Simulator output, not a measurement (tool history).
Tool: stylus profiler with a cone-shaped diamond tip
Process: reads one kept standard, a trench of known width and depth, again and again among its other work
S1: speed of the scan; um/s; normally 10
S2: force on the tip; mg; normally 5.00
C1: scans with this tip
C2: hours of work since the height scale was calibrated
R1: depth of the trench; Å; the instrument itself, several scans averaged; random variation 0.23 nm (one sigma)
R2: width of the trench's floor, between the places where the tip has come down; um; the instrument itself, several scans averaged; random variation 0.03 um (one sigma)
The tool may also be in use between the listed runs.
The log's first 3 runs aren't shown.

run   hour  S1     S2    C1   C2       R1     R2
  4   52.0  10   5.00  1414  334  10265.7  45.95
  5   67.2  11   5.00  1443  341  10269.4  45.90
  6   86.2  10   5.00  1480  350  10267.1  45.89
  7   96.7  10   5.00  1500  354  10262.0  45.93
  8  104.8  10   5.00  1515  358  10266.4  45.90
  9  116.6  10   5.00  1538  364  10272.8  45.91
 10  126.8  10   5.00  1558  368  10266.3  45.95
 11  146.0  11   5.00  1594  377  10268.1  45.93
 12  160.1  10   5.60  1621  383  10285.3  45.93
 13  173.7  10   5.60  1648  389  10282.5  45.91
 14  182.3  10   5.60  1664  393  10289.9  45.90
 15  196.0  10   5.60  1690  399  10288.6  45.87
 16  207.4  10   6.11  1712  405  10301.5  45.88
 17  217.9  10   6.11  1732  409  10301.6  45.88
 18  230.1  10   2.19  1755  415  10162.8  45.85
 19  244.9  10   5.00  1784  422  10268.9  45.96
 20  258.0  10   5.00  1809  428  10267.4  45.92
 21  273.5  10   5.00  1839  435  10267.3  45.91
 22  285.9  10   2.66  1863  440  10183.9  45.87
 23  297.1  10   1.72  1884  445  10139.8  45.90
 24  313.4  10  10.49  1915  453  10431.0  45.90
 25  328.3  10  10.49  1944  459  10433.2  45.87

Run 26 has not been measured yet. What should we expect?
 26  339.0  10  6.53  1964  464   ?   ?

{"run 26": {"R1": 10314.1, "R2": 45.94}}
Take away the tool's hidden state, keep the run-to-run variation as it was, and the same run would have given R1 10297.2 Å, R2 46.02 um.

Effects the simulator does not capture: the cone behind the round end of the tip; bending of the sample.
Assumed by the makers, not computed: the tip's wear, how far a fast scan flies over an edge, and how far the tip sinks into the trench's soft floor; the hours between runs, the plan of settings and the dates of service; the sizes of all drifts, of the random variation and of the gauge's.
